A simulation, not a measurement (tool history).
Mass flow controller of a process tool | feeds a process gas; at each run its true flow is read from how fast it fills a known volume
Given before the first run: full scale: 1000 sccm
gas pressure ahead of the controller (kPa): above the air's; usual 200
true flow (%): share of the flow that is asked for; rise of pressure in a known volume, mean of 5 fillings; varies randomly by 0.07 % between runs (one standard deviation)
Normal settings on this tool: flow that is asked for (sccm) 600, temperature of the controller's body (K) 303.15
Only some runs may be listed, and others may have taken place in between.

run	hour	flow that is asked for (sccm)	gas pressure ahead of the controller (kPa)	temperature of the controller's body (K)	true flow (%)
1	0.0	600	200	303.15	99.43
2	245.3	600	200	303.15	99.53
3	446.8	600	200	303.15	99.39
4	733.2	564	200	303.15	99.36
5	1022.9	564	200	303.15	99.51
6	1300.3	564	200	303.15	99.52
7	1667.6	443	200	303.15	99.30
8	2026.6	443	200	303.15	99.21
9	2331.7	600	246	303.15	99.85
10	2563.4	600	246	298.15	99.64
11	2794.0	600	246	298.15	99.74
12	3147.0	600	246	298.15	99.91
13	3389.0	267	200	303.15	98.47
14	3777.7	267	200	303.15	98.46
15	4039.3	267	200	303.15	98.33
16	4315.0	267	200	303.15	98.38
# hour 4342.9: controller's zero set anew
17	4550.0	267	208	303.15	98.11
18	4874.0	267	208	303.15	98.02
# hour 5062.0: controller's zero set anew, once more
19	5074.6	267	208	303.15	99.87
20	5464.6	267	194	303.15	99.80
21	5752.2	267	194	303.15	99.81
22	6045.0	360	200	303.15	100.10
23	6243.3	600	142	303.15	100.30
24	6578.5	593	200	308.15	100.81
25	6936.4	236	200	303.15	99.60
26	7290.9	236	200	303.15	99.44
27	7651.8	628	140	303.15	100.23
28	7872.5	600	167	303.15	100.57
29	8051.6	579	144	303.15	100.29
30	8311.4	579	144	303.15	100.23
31	8610.2	579	144	303.15	100.34
32	8960.7	579	144	303.15	100.24
33	9302.7	600	200	303.15	100.76
34	9642.7	600	241	303.15	100.90
35	9845.7	600	241	303.15	101.13
36	10209.2	600	241	303.15	101.00
37	10463.0	600	241	303.15	101.01
38	10849.4	600	241	303.15	100.97
39	11209.2	299	200	303.15	99.70
40	11397.8	299	200	303.15	99.62
41	11584.0	299	200	303.15	99.61
42	11862.5	205	200	300.15	98.67
43	12022.1	205	200	300.15	98.61
44	12350.7	205	200	300.15	98.57
45	12610.1	744	196	307.15	101.76

Consider 3 possible next runs. They are alternatives, not a sequence: every one starts from the tool as it was left by run 45. What does each give?
A	12893.6	922	200	300.15	?
B	12893.6	744	269	307.15	?
C	12893.6	744	196	302.15	?

run	true flow (%)
A	101.85
B	101.84
C	101.46
With no hidden state in the tool, these same runs would have given:
run	true flow (%)
A	99.87
B	99.99
C	99.62
